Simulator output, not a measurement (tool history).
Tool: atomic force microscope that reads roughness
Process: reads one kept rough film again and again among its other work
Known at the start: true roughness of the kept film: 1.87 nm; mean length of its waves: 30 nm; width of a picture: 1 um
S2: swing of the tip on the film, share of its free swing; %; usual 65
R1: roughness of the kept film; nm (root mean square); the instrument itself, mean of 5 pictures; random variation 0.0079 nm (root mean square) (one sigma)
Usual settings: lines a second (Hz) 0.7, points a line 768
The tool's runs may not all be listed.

{"run": 1, "hour": 0.0, "lines a second (Hz)": 0.7, "S2": 65, "points a line": 768, "R1": 1.717}
{"run": 2, "hour": 29.1, "lines a second (Hz)": 0.7, "S2": 59, "points a line": 768, "R1": 1.694}
{"run": 3, "hour": 57.2, "lines a second (Hz)": 0.7, "S2": 59, "points a line": 768, "R1": 1.678}
{"run": 4, "hour": 74.9, "lines a second (Hz)": 0.7, "S2": 59, "points a line": 768, "R1": 1.648}
{"run": 5, "hour": 101.9, "lines a second (Hz)": 0.7, "S2": 59, "points a line": 768, "R1": 1.623}
{"run": 6, "hour": 131.7, "lines a second (Hz)": 0.7, "S2": 59, "points a line": 667, "R1": 1.607}
{"hour": 143.7, "done": "new tip fitted"}
{"run": 7, "hour": 160.2, "lines a second (Hz)": 0.7, "S2": 59, "points a line": 667, "R1": 1.722}
{"run": 8, "hour": 180.7, "lines a second (Hz)": 0.638, "S2": 65, "points a line": 768, "R1": 1.686}
{"run": 9, "hour": 204.3, "lines a second (Hz)": 0.638, "S2": 61, "points a line": 768, "R1": 1.689}
{"run": 10, "hour": 227.2, "lines a second (Hz)": 0.638, "S2": 61, "points a line": 768, "R1": 1.658}
{"run": 11, "hour": 258.0, "lines a second (Hz)": 0.638, "S2": 61, "points a line": 768, "R1": 1.619}
{"hour": 288.2, "done": "new tip fitted"}
{"run": 12, "hour": 291.7, "lines a second (Hz)": 1.707, "S2": 65, "points a line": 768, "R1": 1.656}
{"run": 13, "hour": 319.1, "lines a second (Hz)": 1.707, "S2": 65, "points a line": 768, "R1": 1.636}
{"run": 14, "hour": 338.3, "lines a second (Hz)": 0.7, "S2": 65, "points a line": 424, "R1": 1.652}
{"run": 15, "hour": 352.9, "lines a second (Hz)": 0.7, "S2": 65, "points a line": 493, "R1": 1.651}
{"run": 16, "hour": 370.9, "lines a second (Hz)": 0.7, "S2": 65, "points a line": 493, "R1": 1.639}
{"run": 17, "hour": 399.7, "lines a second (Hz)": 0.7, "S2": 65, "points a line": 699, "R1": 1.612}
{"run": 18, "hour": 428.4, "lines a second (Hz)": 2.042, "S2": 65, "points a line": 768, "R1": 1.515}
{"hour": 433.4, "done": "new tip fitted"}
{"run": 19, "hour": 458.9, "lines a second (Hz)": 0.7, "S2": 65, "points a line": 405, "R1": 1.681}
{"run": 20, "hour": 483.5, "lines a second (Hz)": 0.7, "S2": 65, "points a line": 768, "R1": 1.679}
{"run": 21, "hour": 498.2, "lines a second (Hz)": 0.833, "S2": 65, "points a line": 768, "R1": 1.653}
{"run": 22, "hour": 531.4, "lines a second (Hz)": 0.833, "S2": 65, "points a line": 768, "R1": 1.618}
{"run": 23, "hour": 554.0, "lines a second (Hz)": 0.833, "S2": 65, "points a line": 768, "R1": 1.596}
{"run": 24, "hour": 568.1, "lines a second (Hz)": 0.7, "S2": 65, "points a line": 768, "R1": 1.6}
{"hour": 578.0, "done": "new tip fitted"}
{"run": 25, "hour": 585.7, "lines a second (Hz)": 0.7, "S2": 65, "points a line": 768, "R1": 1.709}
{"run": 26, "hour": 618.3, "lines a second (Hz)": 3.807, "S2": 65, "points a line": 768, "R1": 1.507}
{"run": 27, "hour": 634.0, "lines a second (Hz)": 0.525, "S2": 83, "points a line": 768, "R1": 1.637}
{"run": 28, "hour": 653.8, "lines a second (Hz)": 1.922, "S2": 64, "points a line": 768, "R1": 1.591}
{"run": 29, "hour": 681.9, "lines a second (Hz)": 1.922, "S2": 66, "points a line": 768, "R1": 1.564}
{"run": 30, "hour": 701.7, "lines a second (Hz)": 1.922, "S2": 66, "points a line": 440, "R1": 1.534}
{"run": 31, "hour": 717.2, "lines a second (Hz)": 0.7, "S2": 58, "points a line": 341, "R1": 1.605}
{"hour": 723.0, "done": "new tip fitted"}
{"run": 32, "hour": 744.1, "lines a second (Hz)": 0.681, "S2": 89, "points a line": 591, "R1": 1.606}
{"run": 33, "hour": 771.5, "lines a second (Hz)": 2.136, "S2": 62, "points a line": 528, "R1": 1.615}
{"run": 34, "hour": 789.3, "lines a second (Hz)": 1.247, "S2": 56, "points a line": 309, "R1": 1.649}
{"run": 35, "hour": 822.9, "lines a second (Hz)": 1.838, "S2": 55, "points a line": 880, "R1": 1.622}
{"run": 36, "hour": 845.1, "lines a second (Hz)": 0.7, "S2": 58, "points a line": 768, "R1": 1.64}
{"run": 37, "hour": 858.8, "lines a second (Hz)": 0.651, "S2": 62, "points a line": 356, "R1": 1.605}
{"hour": 868.0, "done": "new tip fitted"}
{"run": 38, "hour": 887.6, "lines a second (Hz)": 0.991, "S2": 65, "points a line": 768, "R1": 1.691}
{"run": 39, "hour": 911.1, "lines a second (Hz)": 0.7, "S2": 63, "points a line": 768, "R1": 1.698}
{"run": 40, "hour": 938.5, "lines a second (Hz)": 0.7, "S2": 63, "points a line": 768, "R1": 1.665}
{"run": 41, "hour": 960.6, "lines a second (Hz)": 0.7, "S2": 63, "points a line": 768, "R1": 1.625}
{"run": 42, "hour": 987.1, "lines a second (Hz)": 1.658, "S2": 65, "points a line": 282, "R1": 1.535}
{"hour": 1013.0, "done": "new tip fitted"}
{"run": 43, "hour": 1016.8, "lines a second (Hz)": 1.623, "S2": 85, "points a line": 699, "R1": 1.498}
{"run": 44, "hour": 1048.0, "lines a second (Hz)": 1.298, "S2": 56, "points a line": 537, "R1": 1.692}
{"run": 45, "hour": 1062.2, "lines a second (Hz)": 1.308, "S2": 59, "points a line": 300, "R1": 1.666}
{"run": 46, "hour": 1080.7, "lines a second (Hz)": 0.7, "S2": 65, "points a line": 740, "R1": 1.674}
{"run": 47, "hour": 1113.3, "lines a second (Hz)": 3.419, "S2": 66, "points a line": 494, "R1": 1.47}
{"run": 48, "hour": 1136.1, "lines a second (Hz)": 3.039, "S2": 65, "points a line": 393, "R1": 1.478}
{"hour": 1156.2, "done": "new tip fitted"}
{"run": 49, "hour": 1156.2, "lines a second (Hz)": 0.731, "S2": 65, "points a line": 433, "R1": 1.715}
{"run": 50, "hour": 1177.3, "lines a second (Hz)": 2.027, "S2": 77, "points a line": 854, "R1": 1.504}
{"run": 51, "hour": 1201.9, "lines a second (Hz)": 1.413, "S2": 66, "points a line": 713, "R1": 1.642}

Forecast each of these 4 alternatives for the next run:
{"run": "A", "hour": 1218.0, "lines a second (Hz)": 1.265, "S2": 65, "points a line": 768, "R1": "?"}
{"run": "B", "hour": 1218.0, "lines a second (Hz)": 0.565, "S2": 69, "points a line": 610, "R1": "?"}
{"run": "C", "hour": 1218.0, "lines a second (Hz)": 1.665, "S2": 57, "points a line": 599, "R1": "?"}
{"run": "D", "hour": 1218.0, "lines a second (Hz)": 1.265, "S2": 59, "points a line": 713, "R1": "?"}

run=A R1=1.636
run=B R1=1.677
run=C R1=1.662
run=D R1=1.663
Without the tool's hidden state the same runs would have given:
run=A R1=1.677
run=B R1=1.719
run=C R1=1.704
run=D R1=1.705
